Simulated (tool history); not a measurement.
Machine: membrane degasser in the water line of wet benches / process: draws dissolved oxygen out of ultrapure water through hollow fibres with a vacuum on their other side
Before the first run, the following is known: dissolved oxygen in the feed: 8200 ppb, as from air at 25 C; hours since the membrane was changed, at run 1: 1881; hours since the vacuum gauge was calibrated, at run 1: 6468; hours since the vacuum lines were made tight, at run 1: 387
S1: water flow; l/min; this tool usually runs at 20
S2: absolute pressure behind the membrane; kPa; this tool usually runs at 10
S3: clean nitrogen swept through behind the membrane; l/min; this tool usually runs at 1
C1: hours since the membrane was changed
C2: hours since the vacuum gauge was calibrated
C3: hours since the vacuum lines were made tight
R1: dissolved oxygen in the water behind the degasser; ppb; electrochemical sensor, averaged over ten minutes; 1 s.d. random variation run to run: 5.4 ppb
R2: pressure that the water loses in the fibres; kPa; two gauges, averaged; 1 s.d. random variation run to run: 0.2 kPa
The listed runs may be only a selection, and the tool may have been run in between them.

Run 1, hour 0: usual settings; C1 1881; C2 6468; C3 387. Result: R1 549.7 ppb, R2 45.69 kPa.
Run 2, hour 88.2: usual settings; C1 1969; C2 6556; C3 476. Result: R1 559.7 ppb, R2 45.25 kPa.
Run 3, hour 170.3: usual settings but S3 0.55 l/min; C1 2051; C2 6638; C3 558. Result: R1 735.4 ppb, R2 45.47 kPa.
Run 4, hour 258: usual settings but S3 0.55 l/min; C1 2139; C2 6726; C3 645. Result: R1 735.3 ppb, R2 45.77 kPa.
Run 5, hour 329.2: usual settings but S2 6.6 kPa, S3 0.55 l/min; C1 2210; C2 6797; C3 717. Result: R1 513.9 ppb, R2 45.62 kPa.
Run 6, hour 412.8: usual settings but S2 6.6 kPa, S3 0.55 l/min; C1 2294; C2 6880; C3 800. Result: R1 505 ppb, R2 45.69 kPa.
Run 7, hour 468.1: usual settings but S2 6.6 kPa, S3 0.55 l/min; C1 2349; C2 6936; C3 856. Result: R1 515.5 ppb, R2 45.77 kPa.
Run 8, hour 555: usual settings but S2 6.6 kPa, S3 0.55 l/min; C1 2436; C2 7023; C3 943. Result: R1 515.4 ppb, R2 45.83 kPa.
Run 9, hour 609: usual settings but S2 6.6 kPa, S3 0.55 l/min; C1 2490; C2 7077; C3 996. Result: R1 518.5 ppb, R2 45.73 kPa.
Run 10, hour 675.7: usual settings but S2 6.6 kPa, S3 0.55 l/min; C1 2557; C2 7143; C3 1063. Result: R1 521.3 ppb, R2 45.75 kPa.
Run 11, hour 739: usual settings but S2 23.4 kPa; C1 2620; C2 7207; C3 1126. Result: R1 1058.2 ppb, R2 45.91 kPa.
Run 12, hour 781.7: usual settings; C1 2663; C2 7249; C3 1169. Result: R1 564.4 ppb, R2 46.28 kPa.
Run 13, hour 829.8: usual settings; C1 2711; C2 7297; C3 1217. Result: R1 553.8 ppb, R2 45.57 kPa.
Run 14, hour 874.9: usual settings; C1 2756; C2 7343; C3 1262. Result: R1 556.8 ppb, R2 46.16 kPa.
Run 15, hour 949.8: usual settings; C1 2831; C2 7417; C3 1337. Result: R1 563.2 ppb, R2 46.26 kPa.
Run 16, hour 1027.1: usual settings; C1 2908; C2 7495; C3 1415. Result: R1 561.5 ppb, R2 46.05 kPa.
Run 17, hour 1107.1: usual settings but S2 14.3 kPa; C1 2988; C2 7575; C3 1495. Result: R1 721.5 ppb, R2 46.2 kPa.
Run 18, hour 1149.5: usual settings but S1 17 l/min, S2 12.9 kPa, S3 0.96 l/min; C1 3030; C2 7617; C3 1537. Result: R1 540.3 ppb, R2 39.04 kPa.
Run 19, hour 1231.4: usual settings but S1 21 l/min, S2 12.6 kPa, S3 2.19 l/min; C1 3112; C2 7699; C3 1619. Result: R1 536.2 ppb, R2 48.33 kPa.
Run 20, hour 1285.2: usual settings but S1 21 l/min, S2 21.9 kPa, S3 1.5 l/min; C1 3166; C2 7753; C3 1673. Result: R1 855.8 ppb, R2 48.5 kPa.
Run 21, hour 1375.3: usual settings but S1 21 l/min, S2 9.4 kPa, S3 0.91 l/min; C1 3256; C2 7843; C3 1763. Result: R1 607.7 ppb, R2 48.47 kPa.
Run 22, hour 1417.7: usual settings but S1 21 l/min, S2 17.5 kPa, S3 1.84 l/min; C1 3299; C2 7885; C3 1805. Result: R1 679 ppb, R2 48.16 kPa.
Run 23, hour 1483: usual settings but S1 21 l/min, S2 17.5 kPa, S3 1.84 l/min; C1 3364; C2 7951; C3 1870. Result: R1 682 ppb, R2 48.76 kPa.
Run 24, hour 1572.4: usual settings but S2 15.1 kPa, S3 0.84 l/min; C1 3453; C2 8040; C3 1960. Result: R1 844 ppb, R2 46.06 kPa.
Run 25, hour 1660.9: usual settings but S2 15.1 kPa, S3 0.84 l/min; C1 3542; C2 8128; C3 2048. Result: R1 839.4 ppb, R2 45.98 kPa.
At hour 1721.1: vacuum gauge calibrated.
Run 26, hour 1721.7: usual settings but S1 15 l/min, S3 1.39 l/min; C1 3602; C2 1; C3 2109. Result: R1 275.8 ppb, R2 34.72 kPa.
Run 27, hour 1791.2: usual settings but S1 15 l/min; C1 3672; C2 70; C3 2178. Result: R1 324.5 ppb, R2 35.1 kPa.
Run 28, hour 1852.7: usual settings but S1 15 l/min; C1 3733; C2 132; C3 2240. Result: R1 335.6 ppb, R2 34.81 kPa.
Run 29, hour 1945.4: usual settings but S1 18 l/min, S2 19.5 kPa; C1 3826; C2 224; C3 2332. Result: R1 803 ppb, R2 41.94 kPa.
Run 30, hour 2012.6: usual settings but S1 18 l/min, S2 7.4 kPa, S3 1.9 l/min; C1 3893; C2 292; C3 2400. Result: R1 297.7 ppb, R2 41.75 kPa.
Run 31, hour 2106.4: usual settings but S1 16 l/min, S2 9.2 kPa; C1 3987; C2 385; C3 2493. Result: R1 347.9 ppb, R2 37.11 kPa.
Run 32, hour 2186.4: usual settings but S1 16 l/min, S2 9.2 kPa; C1 4067; C2 465; C3 2573. Result: R1 346 ppb, R2 37.42 kPa.

Here are 4 independent what-if runs from the current tool condition. What would each one return?
Run A, hour 2234.5: usual settings but S1 14 l/min, S2 9.2 kPa, S3 1.91 l/min; C1 4115; C2 513; C3 2621. Result: R1 ?, R2 ?.
Run B, hour 2234.5: usual settings but S1 26 l/min, S2 19.2 kPa, S3 1.71 l/min; C1 4115; C2 513; C3 2621. Result: R1 ?, R2 ?.
Run C, hour 2234.5: usual settings but S1 16 l/min, S2 7.5 kPa, S3 2.78 l/min; C1 4115; C2 513; C3 2621. Result: R1 ?, R2 ?.
Run D, hour 2234.5: usual settings but S1 27 l/min, S2 9.2 kPa; C1 4115; C2 513; C3 2621. Result: R1 ?, R2 ?.

run      R1     R2
  A     189  32.55
  B  1061.3  60.32
  C   203.5  37.54
  D   910.4  63.12
With the hidden condition removed and each run's random variation left untouched, the same runs would have given:
run      R1     R2
  A   173.6  31.22
  B  1003.9  57.87
  C   180.7  36.02
  D   850.2  60.57
